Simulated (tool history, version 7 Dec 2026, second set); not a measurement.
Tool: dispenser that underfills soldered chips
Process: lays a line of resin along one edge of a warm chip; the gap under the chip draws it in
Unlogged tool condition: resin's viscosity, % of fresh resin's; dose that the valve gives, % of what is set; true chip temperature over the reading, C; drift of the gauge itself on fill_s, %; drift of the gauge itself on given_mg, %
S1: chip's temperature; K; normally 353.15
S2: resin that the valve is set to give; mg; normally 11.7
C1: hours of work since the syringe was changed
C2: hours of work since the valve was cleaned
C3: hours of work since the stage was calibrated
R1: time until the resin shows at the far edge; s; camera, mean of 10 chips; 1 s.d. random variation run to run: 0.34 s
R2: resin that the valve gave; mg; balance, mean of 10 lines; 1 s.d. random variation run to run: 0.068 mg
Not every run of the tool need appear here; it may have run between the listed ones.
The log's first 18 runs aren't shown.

run 19 hour=141.7 | S1=366.15 S2=12.7 | C1=4 C2=29 C3=255 | R1=14.9 R2=12.66
-- hour=151.9 new syringe of resin
run 20 hour=152.1 | S1=366.15 S2=12.7 | C1=0 C2=36 C3=261 | R1=10.8 R2=12.56
run 21 hour=162 | S1=348.15 S2=11.6 | C1=7 C2=42 C3=268 | R1=32.5 R2=11.39
-- hour=167.7 new syringe of resin
run 22 hour=171.6 | S1=363.15 S2=11.2 | C1=3 C2=48 C3=274 | R1=14.5 R2=10.89
run 23 hour=182.7 | S1=363.15 S2=11.2 | C1=10 C2=56 C3=281 | R1=27.3 R2=10.98
-- hour=183.8 new syringe of resin
run 24 hour=190.9 | S1=361.15 S2=13.2 | C1=5 C2=61 C3=286 | R1=17.9 R2=12.78
-- hour=199.7 new syringe of resin
run 25 hour=200.6 | S1=361.15 S2=13.2 | C1=1 C2=67 C3=292 | R1=13.5 R2=12.69
run 26 hour=212 | S1=367.15 S2=11.1 | C1=8 C2=74 C3=300 | R1=21.6 R2=10.77
-- hour=215.5 new syringe of resin
-- hour=224.4 dispensing valve cleaned and set on the balance
run 27 hour=224.7 | S1=361.15 S2=11 | C1=5 C2=0 C3=307 | R1=20 R2=11.07
-- hour=232.6 new syringe of resin
run 28 hour=236.8 | S1=362.15 S2=10.8 | C1=3 C2=8 C3=315 | R1=15.5 R2=10.66
run 29 hour=245.4 | S1=368.15 S2=11.9 | C1=8 C2=13 C3=320 | R1=20.8 R2=11.85
-- hour=248.6 new syringe of resin
run 30 hour=252.4 | S1=368.15 S2=11.9 | C1=2 C2=18 C3=324 | R1=12.4 R2=11.87
run 31 hour=263 | S1=358.15 S2=12 | C1=9 C2=25 C3=331 | R1=29.1 R2=11.77
-- hour=264.7 new syringe of resin
run 32 hour=273.3 | S1=366.15 S2=10.6 | C1=6 C2=31 C3=338 | R1=17.6 R2=10.34
-- hour=280.8 new syringe of resin
run 33 hour=282.7 | S1=339.15 S2=12.4 | C1=1 C2=37 C3=344 | R1=26.9 R2=12.12
run 34 hour=291.9 | S1=339.15 S2=12.4 | C1=7 C2=43 C3=350 | R1=44.8 R2=12.21
-- hour=296.6 new syringe of resin
run 35 hour=296.9 | S1=339.15 S2=12.4 | C1=0 C2=46 C3=353 | R1=24.3 R2=12.17

What if the next run were any one of these 4? Each begins from the tool's condition after run 35:
run A hour=306.8 | S1=359.15 S2=11.7 | C1=7 C2=52 C3=359 | R1=? R2=?
run B hour=306.8 | S1=340.15 S2=11 | C1=7 C2=52 C3=359 | R1=? R2=?
run C hour=306.8 | S1=353.15 S2=10.2 | C1=7 C2=52 C3=359 | R1=? R2=?
run D hour=306.8 | S1=356.15 S2=10.1 | C1=7 C2=52 C3=359 | R1=? R2=?

run=A R1=21.8 R2=11.51
run=B R1=41.2 R2=10.73
run=C R1=28 R2=9.88
run=D R1=25.7 R2=9.83
Stripped of hidden state, with their random variation kept, the same runs would have yielded:
run=A R1=13 R2=11.81
run=B R1=25 R2=11.01
run=C R1=16.9 R2=10.13
run=D R1=15.7 R2=10.08

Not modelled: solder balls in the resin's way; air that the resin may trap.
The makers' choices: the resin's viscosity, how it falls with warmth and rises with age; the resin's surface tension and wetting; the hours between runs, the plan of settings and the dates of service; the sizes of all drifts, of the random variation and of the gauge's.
